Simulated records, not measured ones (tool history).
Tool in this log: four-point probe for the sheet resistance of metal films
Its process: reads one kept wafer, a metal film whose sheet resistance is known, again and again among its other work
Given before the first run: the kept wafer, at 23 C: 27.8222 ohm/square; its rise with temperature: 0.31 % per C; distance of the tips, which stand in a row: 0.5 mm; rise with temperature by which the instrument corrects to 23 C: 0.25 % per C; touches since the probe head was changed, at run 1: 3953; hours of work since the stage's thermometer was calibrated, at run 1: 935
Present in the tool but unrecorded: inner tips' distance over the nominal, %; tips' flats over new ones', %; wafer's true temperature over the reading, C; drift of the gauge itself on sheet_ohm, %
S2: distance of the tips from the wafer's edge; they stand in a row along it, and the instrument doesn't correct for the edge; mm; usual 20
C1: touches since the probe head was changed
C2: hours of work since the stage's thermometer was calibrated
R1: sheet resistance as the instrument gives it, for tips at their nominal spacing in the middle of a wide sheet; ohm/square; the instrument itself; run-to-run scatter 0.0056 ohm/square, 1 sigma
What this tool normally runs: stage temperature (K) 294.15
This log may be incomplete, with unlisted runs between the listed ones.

Run 1, day 0: usual settings; C1 3953; C2 935. Result: R1 27.866422 ohm/square.
Run 2, day 2.471: usual settings; C1 5107; C2 963. Result: R1 27.879367 ohm/square.
Run 3, day 6.688: usual settings; C1 7074; C2 1011. Result: R1 27.892924 ohm/square.
Run 4, day 9.054: usual settings but S2 30 mm; C1 8180; C2 1038. Result: R1 27.880175 ohm/square.
Run 5, day 13.35: usual settings but stage temperature (K) 292.15; C1 10185; C2 1086. Result: R1 27.86407 ohm/square.
Run 6, day 18.042: usual settings but stage temperature (K) 292.15; C1 12377; C2 1139. Result: R1 27.865635 ohm/square.
Run 7, day 21.133: usual settings but stage temperature (K) 292.15; C1 13820; C2 1174. Result: R1 27.878943 ohm/square.
Run 8, day 25.367: usual settings but S2 26 mm; C1 15797; C2 1222. Result: R1 27.911872 ohm/square.
Run 9, day 28.558: usual settings; C1 17287; C2 1258. Result: R1 27.928637 ohm/square.
At day 29.038: stage's thermometer calibrated.
Run 10, day 30.796: usual settings; C1 18321; C2 20. Result: R1 27.941299 ohm/square.
Run 11, day 34.354: usual settings; C1 19983; C2 60. Result: R1 27.935367 ohm/square.
Run 12, day 38.129: usual settings; C1 21744; C2 103. Result: R1 27.943281 ohm/square.
Run 13, day 41.908: usual settings; C1 23509; C2 146. Result: R1 27.951083 ohm/square.
At day 44.129: stage's thermometer calibrated, once more.
Run 14, day 45.421: usual settings; C1 25139; C2 15. Result: R1 27.942103 ohm/square.
Run 15, day 48.221: usual settings; C1 26448; C2 46. Result: R1 27.938477 ohm/square.
Run 16, day 51.412: usual settings but S2 72 mm; C1 27937; C2 82. Result: R1 27.951933 ohm/square.
Run 17, day 53.792: usual settings but S2 50 mm; C1 29048; C2 109. Result: R1 27.959384 ohm/square.
Run 18, day 58.362: usual settings but stage temperature (K) 302.15, S2 45 mm; C1 31182; C2 161. Result: R1 28.094785 ohm/square.
Run 19, day 60.958: usual settings but stage temperature (K) 302.15, S2 45 mm; C1 32395; C2 190. Result: R1 28.09189 ohm/square.
Run 20, day 64.988: usual settings but stage temperature (K) 299.15, S2 4 mm; C1 34275; C2 236. Result: R1 28.28947 ohm/square.
Run 21, day 67.95: usual settings but stage temperature (K) 297.15, S2 6 mm; C1 35658; C2 269. Result: R1 28.121796 ohm/square.
Run 22, day 72.6: usual settings but stage temperature (K) 304.15, S2 23 mm; C1 37830; C2 322. Result: R1 28.145752 ohm/square.
Run 23, day 74.671: usual settings but stage temperature (K) 298.15, S2 27 mm; C1 38797; C2 345. Result: R1 28.054979 ohm/square.
Run 24, day 77.462: usual settings but stage temperature (K) 298.15, S2 27 mm; C1 40099; C2 377. Result: R1 28.064413 ohm/square.
Run 25, day 80.3: usual settings but stage temperature (K) 296.15, S2 7 mm; C1 41425; C2 409. Result: R1 28.099479 ohm/square.
Run 26, day 82.95: usual settings but stage temperature (K) 296.15, S2 7 mm; C1 42663; C2 439. Result: R1 28.096066 ohm/square.
Run 27, day 87.733: usual settings but stage temperature (K) 304.15, S2 50 mm; C1 44896; C2 493. Result: R1 28.173729 ohm/square.
Run 28, day 92.05: usual settings but stage temperature (K) 307.15; C1 46911; C2 542. Result: R1 28.236457 ohm/square.
Run 29, day 94.9: usual settings but stage temperature (K) 298.15, S2 26 mm; C1 48242; C2 574. Result: R1 28.103138 ohm/square.
Run 30, day 98.825: usual settings but stage temperature (K) 296.15; C1 50073; C2 618. Result: R1 28.064114 ohm/square.

3 options for the next run, each taken on its own from the tool as it stands now. Forecast them:
Run A, day 102.546: usual settings but stage temperature (K) 292.15, S2 29 mm; C1 51811; C2 661. Result: R1 ?.
Run B, day 102.546: usual settings but stage temperature (K) 301.15, S2 22 mm; C1 51811; C2 661. Result: R1 ?.
Run C, day 102.546: usual settings but stage temperature (K) 296.15, S2 46 mm; C1 51811; C2 661. Result: R1 ?.

run         R1
  A  28.008221
  B  28.154067
  C  28.072185
With the hidden condition removed and each run's random variation left untouched, the same runs would have given:
run         R1
  A  27.767875
  B  27.912627
  C  27.831358
